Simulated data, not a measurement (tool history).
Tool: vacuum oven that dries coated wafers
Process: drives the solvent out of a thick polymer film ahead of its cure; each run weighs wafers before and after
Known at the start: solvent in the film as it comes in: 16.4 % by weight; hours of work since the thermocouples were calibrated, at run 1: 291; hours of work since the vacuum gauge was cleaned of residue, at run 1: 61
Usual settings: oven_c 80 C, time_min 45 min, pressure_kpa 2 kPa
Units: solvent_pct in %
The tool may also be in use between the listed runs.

| run | hour | oven_c | time_min | pressure_kpa | hours of work since the thermocouples were calibrated | hours of work since the vacuum gauge was cleaned of residue | solvent_pct |
|---|---|---|---|---|---|---|---|
| 1 | 0 | 80 | 45 | 2 | 291 | 61 | 3.78 |
| 2 | 11.6 | 80 | 45 | 2 | 298 | 69 | 3.77 |
| 3 | 22.3 | 80 | 45 | 5.1 | 305 | 76 | 6.91 |
| 4 | 27.8 | 80 | 45 | 5.1 | 309 | 79 | 6.9 |
| 5 | 37.5 | 80 | 34 | 2 | 315 | 86 | 4.74 |
| 6 | 43.5 | 80 | 34 | 2 | 319 | 89 | 4.75 |
| 7 | 54 | 80 | 34 | 2 | 326 | 96 | 4.78 |
| 8 | 59.7 | 80 | 45 | 1.16 | 330 | 100 | 2.93 |
| 9 | 70.4 | 80 | 45 | 1.16 | 337 | 107 | 2.96 |
| 10 | 81.3 | 80 | 45 | 1.16 | 344 | 114 | 2.95 |
| 11 | 94.4 | 89 | 45 | 2 | 352 | 123 | 2.22 |
| 12 | 101.1 | 89 | 45 | 2 | 357 | 127 | 2.23 |
| 13 | 113.5 | 80 | 45 | 2 | 365 | 135 | 3.77 |
| 14 | 124 | 80 | 45 | 2 | 372 | 142 | 3.78 |
| 15 | 131.4 | 94 | 45 | 2 | 376 | 147 | 1.68 |
| 16 | 137.1 | 94 | 45 | 2 | 380 | 150 | 1.68 |
| 17 | 148.2 | 94 | 52 | 2 | 387 | 158 | 1.55 |
| 18 | 160.2 | 94 | 52 | 2 | 395 | 165 | 1.52 |
| 19 | 167.5 | 94 | 52 | 2 | 400 | 170 | 1.53 |
| 20 | 173.5 | 80 | 45 | 1.37 | 404 | 174 | 3.14 |
| 21 | 180.5 | 80 | 45 | 2 | 408 | 179 | 3.81 |
| 22 | 187.9 | 80 | 45 | 2 | 413 | 183 | 3.78 |
| 23 | 195.5 | 80 | 72 | 2 | 418 | 188 | 2.76 |
| 24 | 205.2 | 85 | 71 | 6.37 | 424 | 195 | 6.06 |
| 25 | 217.4 | 68 | 71 | 1.25 | 432 | 203 | 4.14 |
| 26 | 230.9 | 94 | 57 | 1.25 | 441 | 211 | 0.98 |
| 27 | 236.6 | 80 | 75 | 1.36 | 445 | 215 | 2 |
| 28 | 246.5 | 91 | 32 | 1.43 | 451 | 221 | 2.33 |
| 29 | 259.5 | 87 | 69 | 2 | 460 | 230 | 1.94 |
| 30 | 268.3 | 87 | 69 | 2 | 465 | 236 | 1.94 |
| 31 | 274.2 | 87 | 69 | 2 | 469 | 239 | 1.95 |
| 32 | 281.5 | 87 | 39 | 2 | 474 | 244 | 2.84 |
| 33 | 294.9 | 87 | 25 | 5.08 | 483 | 253 | 6.53 |
| 34 | 304.4 | 87 | 25 | 5.08 | 489 | 259 | 6.49 |
| 35 | 315.3 | 87 | 25 | 5.08 | 496 | 266 | 6.52 |
| 36 | 323.9 | 76 | 54 | 6.23 | 501 | 272 | 9.16 |
| 37 | 329.5 | 86 | 45 | 2.58 | 505 | 275 | 3.15 |
| 38 | 336.5 | 69 | 23 | 5.26 | 510 | 280 | 12.38 |
| 39 | 348.8 | 69 | 23 | 5.26 | 518 | 288 | 12.42 |
| 40 | 360.7 | 77 | 23 | 5.26 | 525 | 296 | 9.87 |
| 41 | 369.6 | 89 | 73 | 2.33 | 531 | 302 | 1.99 |
| 42 | 376.2 | 86 | 39 | 1.07 | 535 | 306 | 2.28 |
| 43 | 387.3 | 86 | 39 | 1.07 | 543 | 313 | 2.28 |
| 44 | 398.2 | 77 | 36 | 1.07 | 550 | 320 | 4.33 |
| 45 | 405.3 | 74 | 36 | 1.07 | 554 | 325 | 5.03 |
| 46 | 411.3 | 84 | 23 | 1.55 | 558 | 329 | 5.04 |

Measured less the same run without the tool's hidden state. The same run-to-run variation is in both; the gauge's scatter may not be:
The hidden state here: true wafer temperature over the reading, C; true pressure over the reading, kPa; drift of the gauge itself on solvent_pct, %.
| run | solvent_pct |
|---|---|
| 1 | -0.1 |
| 2 | -0.11 |
| 3 | -0.16 |
| 4 | -0.16 |
| 5 | -0.12 |
| 6 | -0.12 |
| 7 | -0.12 |
| 8 | -0.09 |
| 9 | -0.08 |
| 10 | -0.08 |
| 11 | -0.06 |
| 12 | -0.06 |
| 13 | -0.09 |
| 14 | -0.09 |
| 15 | -0.03 |
| 16 | -0.03 |
| 17 | -0.02 |
| 18 | -0.02 |
| 19 | -0.02 |
| 20 | -0.08 |
| 21 | -0.09 |
| 22 | -0.09 |
| 23 | -0.04 |
| 24 | -0.12 |
| 25 | -0.07 |
| 26 | +0.01 |
| 27 | -0.01 |
| 28 | -0.07 |
| 29 | -0.01 |
| 30 | -0.01 |
| 31 | +0 |
| 32 | -0.07 |
| 33 | -0.15 |
| 34 | -0.15 |
| 35 | -0.15 |
| 36 | -0.19 |
| 37 | -0.06 |
| 38 | -0.16 |
| 39 | -0.16 |
| 40 | -0.17 |
| 41 | +0 |
| 42 | -0.05 |
| 43 | -0.05 |
| 44 | -0.09 |
| 45 | -0.08 |
| 46 | -0.11 |
